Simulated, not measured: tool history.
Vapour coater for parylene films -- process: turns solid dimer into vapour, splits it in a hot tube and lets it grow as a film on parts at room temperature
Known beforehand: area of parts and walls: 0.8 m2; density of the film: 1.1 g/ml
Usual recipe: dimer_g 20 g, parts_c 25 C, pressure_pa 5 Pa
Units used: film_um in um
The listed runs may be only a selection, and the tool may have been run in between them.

run,hour,dimer_g,parts_c,pressure_pa,film_um
1,0,20,25,5,12.26
2,10.3,20,25,5,12.19
3,18.7,20,25,5,12.24
4,29.9,20,25,5,12.2
5,47.2,19,25,5,11.53
6,59.3,20,19,5,13.77
7,73.8,20,19,5,13.74
8,87.9,20,25,5,12.24
9,101,20,25,5,12.2
10,110.4,20,25,5,12.22
# hour 119.2: trap's valve overhauled
11,130.8,20,25,5,12.34
12,147,20,25,2.44,13.13
13,160.9,15,31,5,8.15
14,171.2,12,26,5,7.24
15,182.1,17,31,5,9.19
16,195.8,17,31,5,9.28
17,211.7,33,31,7.26,17.16
18,227.8,33,31,7.26,17.25
19,235.6,14,32,8.46,7.14
20,245.3,8,25,4.34,5
21,257,8,25,4.34,5.01
22,264.5,8,25,4.34,4.98

Forecast each of these 4 alternatives for the next run:
A,277.6,19,25,4.34,?
B,277.6,11,27,2.84,?
C,277.6,21,35,11.08,?
D,277.6,18,26,6.5,?

run,film_um
A,11.9
B,6.84
C,9.7
D,10.52
Take away the tool's hidden state, keep each run's random variation, and the runs would have read:
run,film_um
A,11.91
B,6.85
C,9.71
D,10.52
